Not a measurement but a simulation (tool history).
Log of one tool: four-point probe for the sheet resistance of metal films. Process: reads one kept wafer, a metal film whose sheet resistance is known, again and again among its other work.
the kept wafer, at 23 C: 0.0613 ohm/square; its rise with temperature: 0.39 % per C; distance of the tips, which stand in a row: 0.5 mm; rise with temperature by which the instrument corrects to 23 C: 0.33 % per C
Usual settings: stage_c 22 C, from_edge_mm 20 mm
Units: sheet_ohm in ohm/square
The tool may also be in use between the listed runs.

{"run": 1, "hour": 0.0, "stage_c": 22, "from_edge_mm": 20, "sheet_ohm": 0.061313}
{"run": 2, "hour": 22.4, "stage_c": 22, "from_edge_mm": 46, "sheet_ohm": 0.061264}
{"run": 3, "hour": 43.5, "stage_c": 30, "from_edge_mm": 20, "sheet_ohm": 0.061589}
{"run": 4, "hour": 69.6, "stage_c": 22, "from_edge_mm": 5, "sheet_ohm": 0.061618}
{"run": 5, "hour": 110.7, "stage_c": 24, "from_edge_mm": 20, "sheet_ohm": 0.061398}
{"run": 6, "hour": 157.6, "stage_c": 22, "from_edge_mm": 20, "sheet_ohm": 0.061332}
{"run": 7, "hour": 184.4, "stage_c": 22, "from_edge_mm": 17, "sheet_ohm": 0.06133}
{"hour": 196.3, "done": "stage's thermometer calibrated"}
{"run": 8, "hour": 232.2, "stage_c": 22, "from_edge_mm": 20, "sheet_ohm": 0.061284}
{"run": 9, "hour": 266.7, "stage_c": 22, "from_edge_mm": 20, "sheet_ohm": 0.061291}
{"run": 10, "hour": 313.6, "stage_c": 22, "from_edge_mm": 20, "sheet_ohm": 0.061287}
{"run": 11, "hour": 334.9, "stage_c": 22, "from_edge_mm": 20, "sheet_ohm": 0.061287}
{"run": 12, "hour": 379.7, "stage_c": 22, "from_edge_mm": 20, "sheet_ohm": 0.061292}
{"run": 13, "hour": 412.4, "stage_c": 22, "from_edge_mm": 20, "sheet_ohm": 0.061291}
{"run": 14, "hour": 446.8, "stage_c": 22, "from_edge_mm": 20, "sheet_ohm": 0.061298}
{"run": 15, "hour": 491.9, "stage_c": 22, "from_edge_mm": 20, "sheet_ohm": 0.061311}
{"run": 16, "hour": 522.8, "stage_c": 27, "from_edge_mm": 5, "sheet_ohm": 0.061805}
{"run": 17, "hour": 543.7, "stage_c": 22, "from_edge_mm": 5, "sheet_ohm": 0.061629}
{"run": 18, "hour": 574.4, "stage_c": 22, "from_edge_mm": 5, "sheet_ohm": 0.061631}
{"run": 19, "hour": 599.7, "stage_c": 23, "from_edge_mm": 5, "sheet_ohm": 0.061669}

Forecast each of these 3 alternatives for the next run:
{"run": "A", "hour": 644.0, "stage_c": 27, "from_edge_mm": 62, "sheet_ohm": "?"}
{"run": "B", "hour": 644.0, "stage_c": 22, "from_edge_mm": 48, "sheet_ohm": "?"}
{"run": "C", "hour": 644.0, "stage_c": 26, "from_edge_mm": 5, "sheet_ohm": "?"}

run=A sheet_ohm=0.061516
run=B sheet_ohm=0.061315
run=C sheet_ohm=0.061779
Without the tool's hidden state the same runs would have given:
run=A sheet_ohm=0.061468
run=B sheet_ohm=0.061267
run=C sheet_ohm=0.061731
